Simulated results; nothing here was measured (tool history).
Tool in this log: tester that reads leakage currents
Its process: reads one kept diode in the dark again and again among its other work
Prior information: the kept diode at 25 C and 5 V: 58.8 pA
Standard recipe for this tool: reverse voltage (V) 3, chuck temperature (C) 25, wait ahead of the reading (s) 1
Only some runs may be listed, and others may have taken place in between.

run	hour	reverse voltage (V)	chuck temperature (C)	wait ahead of the reading (s)	current that the tester gives (pA)
1	0	3	25	1	51.79
2	127.6	3	25	1	52.12
3	252.2	3	25	1	53.09
# hour 373.7: chuck's temperature calibrated
4	428.1	3	25	1	54.98
5	512.2	3	25	1	55.53
6	668.8	3	25	1	55.82
# hour 756.5: probe card cleaned and baked
7	764.5	3	55	1	384.97
8	944.7	3	55	1	384.72
9	1039.6	3	25	1	49.3
10	1152.2	3	25	1	49.41
11	1320.8	3	38	1	125.41
12	1491.3	3	38	1	125.58
13	1633.2	3	38	1	125.56
14	1720.3	3	38	9.91	125.63
15	1854.3	3	25	1	51.78
16	1964.9	3	25	1	51.88
17	2068.5	3	25	1	52.3
# hour 2163: tester calibrated
18	2253.1	3	25	1.2	53.95
19	2345.1	3	25	1	53.89
20	2465.4	3	25	1	54.36
21	2557.8	3	25	1	54.92
# hour 2628: chuck's temperature calibrated
22	2686.7	3	55	5.88	406.16
# hour 2803.1: probe card cleaned and baked
23	2853	3	24	1	46.07
# hour 2864.7: tester calibrated, once more
24	2949.2	2.24	53	0.52	293.9
25	3074.4	19.38	23	1	102.32
26	3216.5	19.38	23	1	105.86
27	3309.9	2.03	56	1	340.53
28	3416.8	2.03	56	1	341.28
29	3569.8	11.77	20	1.7	70.95
30	3656.5	10.02	25	1	92.55
31	3804.4	3	57	4.07	429.52
32	3973.4	1.95	33	1	72.4
33	4159.3	8.55	24	1	84.81
34	4338.7	1.65	24	8.19	35.78
35	4427.1	1.65	24	8.19	36.12
36	4548.2	12.08	29	8.19	142.63
37	4734	12.08	21	8.19	92.8
38	4833.1	2.21	25	0.68	46.04
# hour 4851: probe card cleaned and baked
# hour 4884.8: chuck's temperature calibrated
39	5030.1	2.51	27	3.5	51

Alternative continuations, all from the tool just after run 39; predict every row:
A	5170	8.86	21	0.84	?
B	5170	10.72	50	0.33	?
C	5170	2.51	35	2.07	?

run	current that the tester gives (pA)
A	60.86
B	490.48
C	91.96
What these runs would have given with no unlogged condition in the tool:
run	current that the tester gives (pA)
A	57.37
B	487.99
C	91.38
